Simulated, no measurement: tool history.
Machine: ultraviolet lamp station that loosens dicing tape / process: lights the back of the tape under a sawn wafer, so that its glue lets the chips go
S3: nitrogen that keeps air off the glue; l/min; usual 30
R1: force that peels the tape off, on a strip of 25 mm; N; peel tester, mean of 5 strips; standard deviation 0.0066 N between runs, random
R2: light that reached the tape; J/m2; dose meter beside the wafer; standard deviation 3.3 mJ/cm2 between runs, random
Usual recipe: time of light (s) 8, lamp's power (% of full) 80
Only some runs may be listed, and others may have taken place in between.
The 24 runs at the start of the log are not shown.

run 25 hour=161.1 | time_of_light_(s)=10 lamp's_power_(%_of_full)=96 S3=47 | R1=0.161 R2=7400
run 26 hour=169.4 | time_of_light_(s)=10 lamp's_power_(%_of_full)=96 S3=47 | R1=0.162 R2=7440
run 27 hour=177.3 | time_of_light_(s)=8 lamp's_power_(%_of_full)=80 S3=37 | R1=0.214 R2=4970
run 28 hour=183.6 | time_of_light_(s)=8 lamp's_power_(%_of_full)=80 S3=37 | R1=0.205 R2=4930
run 29 hour=188.1 | time_of_light_(s)=8 lamp's_power_(%_of_full)=80 S3=37 | R1=0.202 R2=4980
run 30 hour=195.8 | time_of_light_(s)=8 lamp's_power_(%_of_full)=80 S3=37 | R1=0.200 R2=4950
run 31 hour=200.8 | time_of_light_(s)=5 lamp's_power_(%_of_full)=90 S3=17 | R1=0.527 R2=3500
run 32 hour=210.2 | time_of_light_(s)=6 lamp's_power_(%_of_full)=81 S3=55 | R1=0.248 R2=3720
run 33 hour=219.6 | time_of_light_(s)=6 lamp's_power_(%_of_full)=61 S3=21 | R1=0.649 R2=2840
run 34 hour=224.9 | time_of_light_(s)=5 lamp's_power_(%_of_full)=80 S3=30 | R1=0.462 R2=3120

Branching from run 34: 3 alternative next runs. What would each branch give?
run A hour=228.9 | time_of_light_(s)=6 lamp's_power_(%_of_full)=98 S3=12 | R1=? R2=?
run B hour=228.9 | time_of_light_(s)=8 lamp's_power_(%_of_full)=80 S3=38 | R1=? R2=?
run C hour=228.9 | time_of_light_(s)=7 lamp's_power_(%_of_full)=80 S3=39 | R1=? R2=?

run=A R1=0.434 R2=4540
run=B R1=0.208 R2=4930
run=C R1=0.244 R2=4330
Without the tool's hidden state the same runs would have given:
run=A R1=0.404 R2=4740
run=B R1=0.199 R2=5150
run=C R1=0.231 R2=4520
